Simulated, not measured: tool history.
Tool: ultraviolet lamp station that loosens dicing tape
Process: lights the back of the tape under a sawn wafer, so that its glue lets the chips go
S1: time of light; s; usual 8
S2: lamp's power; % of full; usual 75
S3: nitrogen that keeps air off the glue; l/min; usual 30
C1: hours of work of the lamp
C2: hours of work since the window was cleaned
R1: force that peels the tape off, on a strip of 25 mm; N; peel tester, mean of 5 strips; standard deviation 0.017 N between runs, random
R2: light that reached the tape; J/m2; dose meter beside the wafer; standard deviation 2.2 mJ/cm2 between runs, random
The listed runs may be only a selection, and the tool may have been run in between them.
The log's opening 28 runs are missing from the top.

Run 29, hour 909.6: usual settings but S2 80 % of full, S3 25 l/min; C1 383; C2 244. Result: R1 1.083 N, R2 1680 J/m2.
Run 30, hour 941.6: usual settings but S1 6 s, S2 70 % of full, S3 43 l/min; C1 396; C2 257. Result: R1 1.762 N, R2 1140 J/m2.
Run 31, hour 978.2: usual settings but S1 5 s, S2 97 % of full, S3 11 l/min; C1 410; C2 272. Result: R1 2.677 N, R2 1270 J/m2.
Run 32, hour 1004.5: usual settings but S1 5 s, S2 97 % of full, S3 11 l/min; C1 421; C2 283. Result: R1 2.803 N, R2 1290 J/m2.
Run 33, hour 1029.4: usual settings but S2 97 % of full, S3 32 l/min; C1 431; C2 293. Result: R1 0.678 N, R2 2060 J/m2.
Run 34, hour 1056.7: usual settings but S2 97 % of full, S3 32 l/min; C1 442; C2 304. Result: R1 0.671 N, R2 2040 J/m2.
Run 35, hour 1094.7: usual settings but S1 7 s, S2 99 % of full, S3 22 l/min; C1 457; C2 319. Result: R1 1.084 N, R2 1780 J/m2.
Run 36, hour 1140.2: usual settings but S1 7 s, S2 99 % of full, S3 22 l/min; C1 476; C2 338. Result: R1 1.142 N, R2 1780 J/m2.
Run 37, hour 1176.6: usual settings but S1 5 s, S2 68 % of full; C1 491; C2 352. Result: R1 2.87 N, R2 840 J/m2.
Run 38, hour 1198.7: usual settings but S1 6 s, S2 95 % of full, S3 11 l/min; C1 499; C2 361. Result: R1 2.428 N, R2 1460 J/m2.
Run 39, hour 1233: usual settings but S1 4 s, S2 77 % of full, S3 28 l/min; C1 513; C2 375. Result: R1 3.216 N, R2 760 J/m2.
Run 40, hour 1260: usual settings but S1 4 s, S2 77 % of full, S3 28 l/min; C1 524; C2 386. Result: R1 3.326 N, R2 750 J/m2.
Run 41, hour 1291.8: usual settings but S1 5 s, S2 85 % of full, S3 59 l/min; C1 537; C2 399. Result: R1 1.783 N, R2 1080 J/m2.
Run 42, hour 1332.5: usual settings but S1 5 s, S2 85 % of full, S3 59 l/min; C1 553; C2 415. Result: R1 1.722 N, R2 990 J/m2.

Branching from run 42: 5 alternative next runs. What would each branch give?
Run A, hour 1369.7: usual settings but S1 5 s, S2 65 % of full, S3 59 l/min; C1 568; C2 430. Result: R1 ?, R2 ?.
Run B, hour 1369.7: usual settings but S2 79 % of full, S3 35 l/min; C1 568; C2 430. Result: R1 ?, R2 ?.
Run C, hour 1369.7: usual settings but S1 5 s, S2 61 % of full, S3 33 l/min; C1 568; C2 430. Result: R1 ?, R2 ?.
Run D, hour 1369.7: usual settings but S1 6 s, S2 98 % of full, S3 59 l/min; C1 568; C2 430. Result: R1 ?, R2 ?.
Run E, hour 1369.7: usual settings but S1 12 s, S2 72 % of full, S3 10 l/min; C1 568; C2 430. Result: R1 ?, R2 ?.

run     R1    R2
  A  2.661   810
  B  1.143  1600
  C  3.208   740
  D   1.02  1440
  E  1.393  2120
Take away the tool's hidden state, keep each run's random variation, and the runs would have read:
run     R1    R2
  A  1.866  1050
  B   0.64  2070
  C  2.397   960
  D   0.56  1870
  E  0.814  2760

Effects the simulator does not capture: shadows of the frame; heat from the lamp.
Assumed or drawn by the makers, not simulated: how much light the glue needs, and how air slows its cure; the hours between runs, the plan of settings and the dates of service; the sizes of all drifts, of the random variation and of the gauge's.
